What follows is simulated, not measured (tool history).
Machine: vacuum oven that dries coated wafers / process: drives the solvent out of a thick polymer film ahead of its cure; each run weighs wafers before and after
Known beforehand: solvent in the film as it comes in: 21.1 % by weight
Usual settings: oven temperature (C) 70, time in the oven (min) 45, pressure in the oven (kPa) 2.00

| run | hour | oven temperature (C) | time in the oven (min) | pressure in the oven (kPa) | solvent left in the film (%) |
|---|---|---|---|---|---|
| 1 | 0.0 | 70 | 45 | 2.00 | 1.82 |
| 2 | 19.2 | 70 | 45 | 2.00 | 1.73 |
| 3 | 58.5 | 70 | 45 | 2.81 | 2.26 |
| 4 | 90.1 | 70 | 45 | 2.81 | 2.26 |
| 5 | 114.9 | 70 | 54 | 2.00 | 1.56 |
| 6 | 158.2 | 70 | 45 | 2.00 | 1.75 |
| 7 | 178.1 | 70 | 45 | 2.00 | 1.71 |
| 8 | 200.0 | 70 | 45 | 2.00 | 1.79 |
| 9 | 229.7 | 70 | 45 | 5.88 | 4.06 |
| 10 | 260.5 | 70 | 45 | 1.87 | 1.75 |
| 11 | 282.1 | 63 | 45 | 2.00 | 3.22 |
| 12 | 309.2 | 70 | 67 | 2.00 | 1.37 |
| 13 | 351.1 | 70 | 67 | 2.00 | 1.38 |
| 14 | 393.0 | 70 | 67 | 2.00 | 1.35 |
| 15 | 429.6 | 70 | 67 | 2.00 | 1.29 |
| 16 | 465.8 | 70 | 67 | 2.00 | 1.30 |
| 17 | 502.4 | 70 | 25 | 2.00 | 3.67 |
| 18 | 542.6 | 70 | 45 | 2.00 | 1.79 |
| 19 | 563.1 | 70 | 45 | 2.00 | 1.75 |
| 20 | 604.2 | 70 | 45 | 2.00 | 1.70 |
| 21 | 625.6 | 70 | 45 | 2.00 | 1.75 |
| 22 | 661.9 | 75 | 45 | 2.00 | 1.20 |
| 23 | 704.2 | 75 | 30 | 2.00 | 1.83 |

What will run 24 give?
| 24 | 726.5 | 70 | 55 | 2.69 | ? |

Run 24 came out at solvent left in the film (%) 1.87.
Without the tool's hidden state the same run would have given solvent left in the film (%) 1.87.
